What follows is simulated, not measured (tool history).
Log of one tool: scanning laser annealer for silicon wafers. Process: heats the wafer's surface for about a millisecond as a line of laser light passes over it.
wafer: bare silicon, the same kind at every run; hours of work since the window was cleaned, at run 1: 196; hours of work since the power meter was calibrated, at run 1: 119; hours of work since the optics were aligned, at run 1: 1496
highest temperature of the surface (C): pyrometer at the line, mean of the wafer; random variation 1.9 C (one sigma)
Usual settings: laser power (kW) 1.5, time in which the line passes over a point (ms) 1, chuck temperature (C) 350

run	hour	laser power (kW)	time in which the line passes over a point (ms)	chuck temperature (C)	hours of work since the window was cleaned	hours of work since the power meter was calibrated	hours of work since the optics were aligned	highest temperature of the surface (C)
1	0	1.5	1	350	196	119	1496	1176
2	4.3	1.5	1	350	198	121	1498	1175
3	10.1	1.5	1	350	202	125	1502	1177
4	18.2	1.5	1	350	207	130	1507	1178
5	26.7	1.5	1	350	212	134	1512	1179
6	32.4	1.5	1	350	215	138	1515	1181
7	37.1	1.369	0.85	313	218	141	1518	1021
8	42.3	1.397	0.95	358	221	144	1521	1117
9	48.6	1.5	1.22	350	224	147	1524	1254
10	55.8	1.364	0.82	350	229	151	1529	1047
# hour 62.1: optics aligned, line set to its width
11	67.7	1.5	1.14	377	233	156	3	1255
12	76.2	1.346	1.14	389	238	160	8	1183

How the hidden state differs across the entries between the runs, from the last listed run before each to the first after it:
Between runs 10 and 11: optics aligned, line set to its width (hour 62.1)
  width of the line over the set one, %: 0.07 -> 0
